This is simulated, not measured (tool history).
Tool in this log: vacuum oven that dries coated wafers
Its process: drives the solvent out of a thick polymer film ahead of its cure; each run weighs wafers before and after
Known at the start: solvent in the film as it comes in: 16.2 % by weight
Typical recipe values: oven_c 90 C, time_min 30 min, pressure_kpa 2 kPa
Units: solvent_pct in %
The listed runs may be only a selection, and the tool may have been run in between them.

run    hour  oven_c  time_min  pressure_kpa  solvent_pct
  1       0      90        30             2         1.69
  2    43.9      90        30             2          1.7
  3    84.5      90        30             2         1.67
  4   126.3      90        29             2         1.73
  5   149.2      90        29             2         1.71
  6   195.5      90        30             2         1.69
  7   240.3      90        27             2         1.93
  8   285.8      90        30             2         1.66
  9   310.5      90        30          1.65         1.42
 10   332.8      90        30          1.65         1.48
 11   376.3      99        30          1.65         0.62
 12   419.8      99        30          1.65         0.56
 13     442      90        30          2.65         1.91
 14   463.3      90        30             2         1.64
 15   487.3      90        22             2         2.53
 16   515.2      90        22             2         2.55
 17   540.6      77        30             2         4.96
 18     586     104        30             2         0.49
      590.4  -- oven's thermocouples calibrated
 19   628.6     103        36             2         0.45
 20   681.1     103        36             2         0.49
 21   704.4      86        23          1.28         2.56
 22   750.7      86        23          1.28         2.58
 23   799.5      85        16          1.46         4.43
      819.3  -- oven's thermocouples calibrated, once more
 24   828.6      90        30          5.99          3.9
 25   871.3      88        20          7.85         6.63
 26   903.5      84        20          7.85         8.04
 27   954.3      84        20          7.85         7.92
 28   981.3     101        42          2.71         0.83
 29  1007.8     101        42          2.71          0.8
 30    1030      93        39          1.11         0.85
 31  1067.7      99        44          1.34         0.48
 32    1111      90        21          1.16         3.25

5 ways to go on from here, each from the tool as it stands after run 32. What would each give?
  A  1159.2      89        21          1.42            ?
  B  1159.2      90        16          1.88            ?
  C  1159.2      95        22          1.67            ?
  D  1159.2      94        40           1.3            ?
  E  1159.2      90        51             2            ?

run  solvent_pct
  A         3.68
  B         4.63
  C         1.99
  D         0.79
  E         1.16
What these runs would have given with no unlogged condition in the tool:
run  solvent_pct
  A         3.58
  B         4.53
  C         1.91
  D         0.73
  E          1.1

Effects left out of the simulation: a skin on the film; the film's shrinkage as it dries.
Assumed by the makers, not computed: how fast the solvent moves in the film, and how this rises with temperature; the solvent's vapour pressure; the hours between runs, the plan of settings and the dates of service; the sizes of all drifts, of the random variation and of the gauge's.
